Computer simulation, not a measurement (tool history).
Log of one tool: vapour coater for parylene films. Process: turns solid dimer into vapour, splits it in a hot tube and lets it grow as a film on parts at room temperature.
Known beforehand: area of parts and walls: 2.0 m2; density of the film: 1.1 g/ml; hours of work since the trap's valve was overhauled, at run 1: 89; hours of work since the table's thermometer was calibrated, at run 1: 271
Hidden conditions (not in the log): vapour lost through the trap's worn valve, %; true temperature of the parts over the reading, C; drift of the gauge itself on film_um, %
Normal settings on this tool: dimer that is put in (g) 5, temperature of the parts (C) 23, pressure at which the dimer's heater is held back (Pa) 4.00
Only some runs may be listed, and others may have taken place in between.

run    hour  dimer that is put in (g)  temperature of the parts (C)  pressure at which the dimer's heater is held back (Pa)  hours of work since the trap's valve was overhauled  hours of work since the table's thermometer was calibrated  thickness of the film (um)
  1     0.0                         5                            23                                                    4.00                                                   89                                                         271                       1.365
  2    31.2                         5                            23                                                    4.00                                                  110                                                         293                       1.357
  3    70.8                         6                            23                                                    4.00                                                  138                                                         320                       1.625
  4   107.6                         6                            23                                                    4.00                                                  163                                                         346                       1.613
  5   130.9                         6                            23                                                    4.00                                                  179                                                         362                       1.612
  6   164.4                         6                            23                                                    4.00                                                  203                                                         385                       1.599
  7   189.1                         4                            23                                                    4.00                                                  220                                                         402                       1.059
  8   211.3                         4                            23                                                    4.00                                                  235                                                         418                       1.062
      232.3  -- trap's valve overhauled
  9   260.6                         5                            23                                                    4.00                                                   20                                                         449                       1.365
 10   296.7                         5                            23                                                    4.00                                                   45                                                         474                       1.363
 11   346.6                         5                            23                                                    4.00                                                   79                                                         508                       1.360
 12   382.4                         5                            23                                                    4.00                                                  104                                                         533                       1.351
 13   423.8                         5                            23                                                    4.00                                                  132                                                         562                       1.338
 14   465.1                         5                            23                                                    4.00                                                  161                                                         590                       1.336
 15   496.3                         5                            23                                                    4.00                                                  183                                                         612                       1.335
 16   527.8                         5                            23                                                    4.00                                                  204                                                         634                       1.325
 17   573.9                         5                            23                                                    4.00                                                  236                                                         666                       1.317
      590.7  -- trap's valve overhauled
 18   615.2                         5                            23                                                    4.00                                                   17                                                         691                       1.386
 19   644.5                         5                            23                                                    4.00                                                   37                                                         712                       1.379
 20   687.6                         5                            24                                                    2.16                                                   67                                                         741                       1.372
 21   725.5                         5                            24                                                    2.16                                                   93                                                         768                       1.357
 22   754.4                         5                            33                                                    9.95                                                  113                                                         788                       0.850
 23   783.8                         5                            33                                                    9.95                                                  134                                                         808                       0.854
 24   807.2                         6                            15                                                    4.00                                                  150                                                         824                       2.277
 25   842.0                         3                            17                                                    2.20                                                  174                                                         848                       1.079
 26   873.0                         3                            17                                                    3.36                                                  195                                                         870                       1.050
 27   915.8                         3                            17                                                    3.36                                                  225                                                         899                       1.044
      949.0  -- trap's valve overhauled
 28   965.4                         6                            32                                                    3.36                                                   11                                                         931                       1.160
 29   997.0                         2                            17                                                    8.46                                                   33                                                         953                       0.684
 30  1025.0                         5                            31                                                    2.54                                                   53                                                         972                       1.014
 31  1050.9                         5                            31                                                    2.54                                                   70                                                         990                       1.014
 32  1093.1                         5                            31                                                    2.54                                                  100                                                        1019                       1.006
 33  1119.3                         5                            35                                                    4.00                                                  118                                                        1037                       0.822
 34  1155.6                         3                            20                                                    2.73                                                  143                                                        1062                       0.951
 35  1198.1                         3                            20                                                    2.73                                                  172                                                        1092                       0.942
 36  1220.5                         3                            20                                                    2.73                                                  188                                                        1107                       0.937
 37  1249.2                         7                            16                                                    3.53                                                  208                                                        1127                       2.535
     1293.1  -- table's thermometer calibrated
 38  1294.8                         7                            16                                                    3.53                                                  238                                                           1                       2.471

Consider 3 possible next runs. They are alternatives, not a sequence: every one starts from the tool as it was left by run 38. What does each give?
     1308.3  -- trap's valve overhauled
  A  1349.0                         6                            23                                                    4.00                                                   28                                                          36                           ?
     1308.3  -- trap's valve overhauled
  B  1349.0                         5                            23                                                    9.69                                                   28                                                          36                           ?
     1308.3  -- trap's valve overhauled
  C  1349.0                         7                            16                                                    2.54                                                   28                                                          36                           ?

run  thickness of the film (um)
  A                       1.635
  B                       1.299
  C                       2.623
What these runs would have given with no unlogged condition in the tool:
run  thickness of the film (um)
  A                       1.650
  B                       1.311
  C                       2.648
